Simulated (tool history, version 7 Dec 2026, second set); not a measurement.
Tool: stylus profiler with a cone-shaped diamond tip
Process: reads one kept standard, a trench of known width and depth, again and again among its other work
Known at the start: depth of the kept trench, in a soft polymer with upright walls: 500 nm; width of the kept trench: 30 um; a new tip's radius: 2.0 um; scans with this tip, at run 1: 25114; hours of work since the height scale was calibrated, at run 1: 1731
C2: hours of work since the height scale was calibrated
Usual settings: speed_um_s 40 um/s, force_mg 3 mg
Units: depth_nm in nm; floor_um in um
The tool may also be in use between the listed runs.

Run 1, hour 0: usual settings; scans with this tip 25114; C2 1731. Result: depth_nm 508.86 nm, floor_um 25.45 um.
At hour 105: new tip fitted, height scale calibrated.
Run 2, hour 118.1: usual settings; scans with this tip 108; C2 7. Result: depth_nm 505.91 nm, floor_um 27.15 um.
Run 3, hour 250.9: usual settings; scans with this tip 1205; C2 83. Result: depth_nm 506.07 nm, floor_um 27.13 um.
Run 4, hour 389.5: usual settings but force_mg 5.08 mg; scans with this tip 2350; C2 162. Result: depth_nm 508.85 nm, floor_um 26.95 um.
Run 5, hour 529.4: usual settings but force_mg 5.88 mg; scans with this tip 3505; C2 242. Result: depth_nm 510.11 nm, floor_um 26.97 um.
Run 6, hour 613.1: usual settings but speed_um_s 51 um/s; scans with this tip 4197; C2 289. Result: depth_nm 506.39 nm, floor_um 26.74 um.
Run 7, hour 689.4: usual settings but speed_um_s 51 um/s, force_mg 3.1 mg; scans with this tip 4827; C2 333. Result: depth_nm 506.72 nm, floor_um 26.66 um.
Run 8, hour 753.3: usual settings but speed_um_s 51 um/s, force_mg 3.1 mg; scans with this tip 5355; C2 369. Result: depth_nm 506.69 nm, floor_um 26.64 um.
Run 9, hour 849.6: usual settings but speed_um_s 51 um/s, force_mg 3.1 mg; scans with this tip 6150; C2 424. Result: depth_nm 506.79 nm, floor_um 26.59 um.
Run 10, hour 945.2: usual settings; scans with this tip 6940; C2 478. Result: depth_nm 506.71 nm, floor_um 26.58 um.
Run 11, hour 1047: usual settings but speed_um_s 51 um/s; scans with this tip 7781; C2 536. Result: depth_nm 506.63 nm, floor_um 26.46 um.
Run 12, hour 1115.1: usual settings but force_mg 2.63 mg; scans with this tip 8343; C2 575. Result: depth_nm 506.22 nm, floor_um 26.51 um.
Run 13, hour 1230.8: usual settings but force_mg 2.63 mg; scans with this tip 9299; C2 641. Result: depth_nm 506.24 nm, floor_um 26.39 um.
Run 14, hour 1368.9: usual settings but force_mg 2.63 mg; scans with this tip 10439; C2 720. Result: depth_nm 506.61 nm, floor_um 26.32 um.
Run 15, hour 1472.9: usual settings but speed_um_s 35 um/s, force_mg 2.63 mg; scans with this tip 11299; C2 779. Result: depth_nm 506.63 nm, floor_um 26.28 um.
Run 16, hour 1552.4: usual settings but force_mg 1.8 mg; scans with this tip 11956; C2 824. Result: depth_nm 505.46 nm, floor_um 26.22 um.
Run 17, hour 1689.6: usual settings but force_mg 1.8 mg; scans with this tip 13089; C2 902. Result: depth_nm 505.65 nm, floor_um 26.14 um.
Run 18, hour 1753.4: usual settings; scans with this tip 13616; C2 939. Result: depth_nm 507.41 nm, floor_um 26.14 um.
Run 19, hour 1816.2: usual settings; scans with this tip 14134; C2 974. Result: depth_nm 507.51 nm, floor_um 26.04 um.
Run 20, hour 1880.7: usual settings; scans with this tip 14667; C2 1011. Result: depth_nm 507.41 nm, floor_um 26.05 um.
Run 21, hour 1947.3: usual settings; scans with this tip 15218; C2 1049. Result: depth_nm 507.65 nm, floor_um 26 um.
Run 22, hour 2010.1: usual settings; scans with this tip 15736; C2 1085. Result: depth_nm 507.63 nm, floor_um 25.99 um.
Run 23, hour 2148.3: usual settings; scans with this tip 16878; C2 1164. Result: depth_nm 507.63 nm, floor_um 25.82 um.
Run 24, hour 2215.5: usual settings; scans with this tip 17433; C2 1202. Result: depth_nm 507.94 nm, floor_um 25.84 um.
Run 25, hour 2282.1: usual settings but speed_um_s 104 um/s, force_mg 1.76 mg; scans with this tip 17982; C2 1240. Result: depth_nm 506.05 nm, floor_um 25.32 um.
Run 26, hour 2395.9: usual settings but speed_um_s 69 um/s, force_mg 1.28 mg; scans with this tip 18923; C2 1304. Result: depth_nm 505.27 nm, floor_um 25.44 um.
Run 27, hour 2500.8: usual settings but speed_um_s 75 um/s, force_mg 7.67 mg; scans with this tip 19789; C2 1364. Result: depth_nm 513.27 nm, floor_um 25.68 um.
Run 28, hour 2578.2: usual settings but speed_um_s 75 um/s, force_mg 7.67 mg; scans with this tip 20429; C2 1408. Result: depth_nm 513.49 nm, floor_um 25.67 um.
Run 29, hour 2671.6: usual settings but speed_um_s 49 um/s; scans with this tip 21201; C2 1462. Result: depth_nm 508.15 nm, floor_um 25.55 um.
Run 30, hour 2767.5: usual settings but speed_um_s 49 um/s; scans with this tip 21992; C2 1516. Result: depth_nm 508.09 nm, floor_um 25.52 um.
Run 31, hour 2893.2: usual settings but speed_um_s 49 um/s; scans with this tip 23031; C2 1588. Result: depth_nm 508.31 nm, floor_um 25.4 um.
Run 32, hour 3007.5: usual settings but speed_um_s 13 um/s, force_mg 1.2 mg; scans with this tip 23975; C2 1653. Result: depth_nm 505.63 nm, floor_um 25.51 um.
Run 33, hour 3148.2: usual settings but speed_um_s 85 um/s, force_mg 1.08 mg; scans with this tip 25137; C2 1733. Result: depth_nm 505.53 nm, floor_um 24.8 um.
At hour 3248.7: new tip fitted, height scale calibrated.
Run 34, hour 3283.3: usual settings but speed_um_s 26 um/s, force_mg 5.02 mg; scans with this tip 286; C2 20. Result: depth_nm 508.2 nm, floor_um 27.19 um.
Run 35, hour 3425: usual settings but speed_um_s 107 um/s, force_mg 3.91 mg; scans with this tip 1456; C2 100. Result: depth_nm 507.12 nm, floor_um 26.76 um.
Run 36, hour 3530.7: usual settings but speed_um_s 107 um/s, force_mg 3.91 mg; scans with this tip 2329; C2 161. Result: depth_nm 507.18 nm, floor_um 26.69 um.
Run 37, hour 3605.8: usual settings but force_mg 5.16 mg; scans with this tip 2949; C2 203. Result: depth_nm 508.98 nm, floor_um 26.96 um.
Run 38, hour 3733.3: usual settings but speed_um_s 21 um/s, force_mg 5.19 mg; scans with this tip 4003; C2 276. Result: depth_nm 508.98 nm, floor_um 26.91 um.
Run 39, hour 3833: usual settings but speed_um_s 21 um/s, force_mg 5.19 mg; scans with this tip 4826; C2 333. Result: depth_nm 508.92 nm, floor_um 26.85 um.
Run 40, hour 3941.2: usual settings but speed_um_s 68 um/s, force_mg 3.73 mg; scans with this tip 5720; C2 394. Result: depth_nm 507.32 nm, floor_um 26.55 um.
Run 41, hour 4031.6: usual settings but speed_um_s 18 um/s, force_mg 2.32 mg; scans with this tip 6466; C2 446. Result: depth_nm 505.45 nm, floor_um 26.72 um.
Run 42, hour 4097.2: usual settings but speed_um_s 22 um/s, force_mg 1.23 mg; scans with this tip 7009; C2 483. Result: depth_nm 503.97 nm, floor_um 26.52 um.
Run 43, hour 4165.5: usual settings but force_mg 1.23 mg; scans with this tip 7572; C2 522. Result: depth_nm 504.15 nm, floor_um 26.38 um.
Run 44, hour 4270.5: usual settings but force_mg 1.49 mg; scans with this tip 8440; C2 582. Result: depth_nm 504.57 nm, floor_um 26.35 um.
Run 45, hour 4384.5: usual settings but force_mg 1.26 mg; scans with this tip 9381; C2 647. Result: depth_nm 504.13 nm, floor_um 26.21 um.

Hidden state or all else? Some run-to-run changes of depth_nm, split into what the settings, what came in and random variation would give without the hidden state, and what is left for the hidden state (with any gauge scatter that isn't in both results):
The hidden state here: radius of the tip, um; height scale over the true one, %; drift of the gauge itself on depth_nm, %; drift of the gauge itself on floor_um, %.
Run 1 -> 2: new tip fitted, height scale calibrated. depth_nm -2.95 nm: hidden state -2.84, all else -0.11.
Run 5 -> 6: speed_um_s 40 -> 51, force_mg 5.88 -> 3. depth_nm -3.72 nm: hidden state +0.07, all else -3.79.
Run 26 -> 27: speed_um_s 69 -> 75, force_mg 1.28 -> 7.67. depth_nm +8 nm: hidden state +0.13, all else +7.87.
Run 28 -> 29: speed_um_s 75 -> 49, force_mg 7.67 -> 3. depth_nm -5.34 nm: hidden state +0.06, all else -5.4.
Run 33 -> 34: speed_um_s 85 -> 26, force_mg 1.08 -> 5.02, new tip fitted, height scale calibrated. depth_nm +2.67 nm: hidden state -2.65, all else +5.32.
